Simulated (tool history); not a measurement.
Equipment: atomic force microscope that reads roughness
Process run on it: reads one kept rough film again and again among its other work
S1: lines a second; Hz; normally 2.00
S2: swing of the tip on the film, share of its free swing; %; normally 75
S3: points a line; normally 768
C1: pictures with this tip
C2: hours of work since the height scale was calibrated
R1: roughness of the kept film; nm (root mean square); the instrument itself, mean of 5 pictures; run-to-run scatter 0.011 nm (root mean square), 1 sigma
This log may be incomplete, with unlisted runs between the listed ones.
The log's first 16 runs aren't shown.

Run 17, day 6.362: usual settings; C1 12; C2 268. Result: R1 2.667 nm (root mean square).
Run 18, day 6.850: usual settings but S1 3.32 Hz, S2 86 %, S3 308; C1 26; C2 273. Result: R1 2.112 nm (root mean square).
Run 19, day 7.388: usual settings but S1 3.32 Hz, S2 86 %, S3 308; C1 42; C2 278. Result: R1 2.120 nm (root mean square).
Run 20, day 7.850: usual settings but S2 56 %; C1 55; C2 283. Result: R1 2.915 nm (root mean square).
Run 21, day 8.404: usual settings but S2 56 %; C1 71; C2 288. Result: R1 2.906 nm (root mean square).
Run 22, day 8.933: usual settings but S1 1.67 Hz, S2 70 %; C1 87; C2 293. Result: R1 2.764 nm (root mean square).
Run 23, day 9.238: usual settings but S1 0.57 Hz, S2 70 %, S3 952; C1 95; C2 296. Result: R1 2.912 nm (root mean square).
Run 24, day 9.529: usual settings but S1 0.57 Hz, S2 70 %, S3 952; C1 104; C2 299. Result: R1 2.941 nm (root mean square).
Run 25, day 10.004: usual settings but S1 3.21 Hz, S2 69 %; C1 118; C2 304. Result: R1 2.603 nm (root mean square).
Run 26, day 10.362: usual settings but S1 1.20 Hz, S2 67 %, S3 314; C1 128; C2 307. Result: R1 2.815 nm (root mean square).
Run 27, day 10.696: usual settings but S1 1.20 Hz, S2 67 %, S3 314; C1 138; C2 311. Result: R1 2.804 nm (root mean square).
Run 28, day 11.029: usual settings but S1 1.20 Hz, S2 67 %, S3 314; C1 147; C2 314. Result: R1 2.828 nm (root mean square).
Run 29, day 11.562: usual settings but S1 1.20 Hz, S2 59 %, S3 617; C1 163; C2 319. Result: R1 2.932 nm (root mean square).
At day 11.921: new tip fitted.
Run 30, day 12.000: usual settings but S1 1.20 Hz, S2 59 %, S3 617; C1 3; C2 323. Result: R1 2.928 nm (root mean square).
Run 31, day 12.254: usual settings but S1 1.20 Hz, S2 59 %, S3 809; C1 10; C2 326. Result: R1 2.950 nm (root mean square).
Run 32, day 12.571: usual settings but S1 1.36 Hz, S2 59 %, S3 890; C1 19; C2 329. Result: R1 2.933 nm (root mean square).
Run 33, day 12.908: usual settings but S1 2.98 Hz, S3 452; C1 29; C2 332. Result: R1 2.506 nm (root mean square).
Run 34, day 13.142: usual settings but S1 1.72 Hz, S2 70 %, S3 393; C1 36; C2 334. Result: R1 2.767 nm (root mean square).

3 options for the next run, each taken on its own from the tool as it stands now. Forecast them:
Run A, day 13.392: usual settings but S1 0.76 Hz, S2 62 %, S3 388; C1 43; C2 337. Result: R1 ?.
Run B, day 13.392: usual settings but S2 64 %, S3 557; C1 43; C2 337. Result: R1 ?.
Run C, day 13.392: usual settings but S1 2.36 Hz, S2 68 %, S3 851; C1 43; C2 337. Result: R1 ?.

run     R1
  A  2.953
  B  2.800
  C  2.720
Take away the tool's hidden state, keep each run's random variation, and the runs would have read:
run     R1
  A  2.955
  B  2.801
  C  2.722
